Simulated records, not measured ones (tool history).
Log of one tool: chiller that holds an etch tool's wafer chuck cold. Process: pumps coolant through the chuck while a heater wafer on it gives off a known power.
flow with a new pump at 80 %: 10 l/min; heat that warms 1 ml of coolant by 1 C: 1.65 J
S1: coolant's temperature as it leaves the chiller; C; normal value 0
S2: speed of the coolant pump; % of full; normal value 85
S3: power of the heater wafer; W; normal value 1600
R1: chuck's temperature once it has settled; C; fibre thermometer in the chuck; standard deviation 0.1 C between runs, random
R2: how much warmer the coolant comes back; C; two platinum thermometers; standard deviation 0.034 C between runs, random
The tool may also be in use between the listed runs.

Run 1, hour 0.0: usual settings. Result: R1 16.1 C, R2 5.44 C.
Run 2, hour 24.9: usual settings. Result: R1 15.9 C, R2 5.44 C.
Run 3, hour 50.0: usual settings. Result: R1 16.0 C, R2 5.42 C.
Run 4, hour 76.0: usual settings but S2 75 % of full. Result: R1 17.9 C, R2 6.24 C.
Run 5, hour 104.4: usual settings. Result: R1 15.9 C, R2 5.38 C.
Run 6, hour 131.1: usual settings. Result: R1 15.9 C, R2 5.47 C.
Run 7, hour 151.1: usual settings. Result: R1 16.0 C, R2 5.43 C.
Run 8, hour 176.4: usual settings. Result: R1 16.0 C, R2 5.36 C.
Run 9, hour 199.4: usual settings. Result: R1 16.1 C, R2 5.46 C.
Run 10, hour 224.5: usual settings but S3 1121 W. Result: R1 11.2 C, R2 3.79 C.
Run 11, hour 258.1: usual settings but S3 1121 W. Result: R1 11.4 C, R2 3.80 C.
Run 12, hour 278.9: usual settings. Result: R1 16.1 C, R2 5.48 C.
Run 13, hour 297.8: usual settings. Result: R1 16.0 C, R2 5.46 C.
Run 14, hour 320.6: usual settings. Result: R1 16.1 C, R2 5.42 C.
Run 15, hour 344.8: usual settings but S1 3 C, S3 1243 W. Result: R1 15.3 C, R2 4.24 C.
Run 16, hour 376.8: usual settings but S1 -2 C, S2 99 % of full, S3 865 W. Result: R1 5.9 C, R2 2.51 C.
Run 17, hour 407.5: usual settings but S1 -9 C, S2 99 % of full, S3 1145 W. Result: R1 1.1 C, R2 3.24 C.
Run 18, hour 429.3: usual settings but S2 93 % of full, S3 1560 W. Result: R1 14.6 C, R2 4.79 C.
Run 19, hour 449.1: usual settings but S2 93 % of full, S3 1560 W. Result: R1 14.6 C, R2 4.82 C.
Run 20, hour 469.5: usual settings but S1 -5 C, S2 72 % of full. Result: R1 13.3 C, R2 6.54 C.
Run 21, hour 494.6: usual settings but S1 -5 C, S2 72 % of full. Result: R1 13.0 C, R2 6.62 C.
Run 22, hour 511.8: usual settings but S1 -5 C, S2 72 % of full. Result: R1 13.3 C, R2 6.58 C.
Run 23, hour 539.5: usual settings but S1 -5 C, S2 71 % of full, S3 920 W. Result: R1 5.6 C, R2 3.84 C.
Run 24, hour 561.6: usual settings but S1 6 C, S2 86 % of full, S3 2113 W. Result: R1 26.8 C, R2 7.12 C.
Run 25, hour 594.2: usual settings but S1 -6 C, S2 83 % of full, S3 1385 W. Result: R1 8.0 C, R2 4.81 C.
At hour 614.4: coolant changed, channels flushed.
Run 26, hour 627.4: usual settings but S1 -6 C, S2 83 % of full, S3 1385 W. Result: R1 8.2 C, R2 4.85 C.
Run 27, hour 649.2: usual settings but S1 -6 C, S2 67 % of full, S3 900 W. Result: R1 4.9 C, R2 3.97 C.
Run 28, hour 664.3: usual settings but S1 -6 C, S2 67 % of full, S3 900 W. Result: R1 4.8 C, R2 3.95 C.

Branching from run 28: 4 alternative next runs. What would each branch give?
Run A, hour 682.9: usual settings but S1 -3 C. Result: R1 ?, R2 ?.
Run B, hour 682.9: usual settings but S1 -9 C, S2 67 % of full. Result: R1 ?, R2 ?.
Run C, hour 682.9: usual settings but S1 -8 C, S2 80 % of full, S3 2290 W. Result: R1 ?, R2 ?.
Run D, hour 682.9: usual settings but S1 2 C, S2 70 % of full, S3 1035 W. Result: R1 ?, R2 ?.

run    R1    R2
  A  13.0  5.40
  B  10.3  7.10
  C  16.0  8.35
  D  14.2  4.33
Had the tool no hidden state, the same runs would have come out as:
run    R1    R2
  A  13.0  5.40
  B  10.3  7.10
  C  16.0  8.34
  D  14.2  4.33
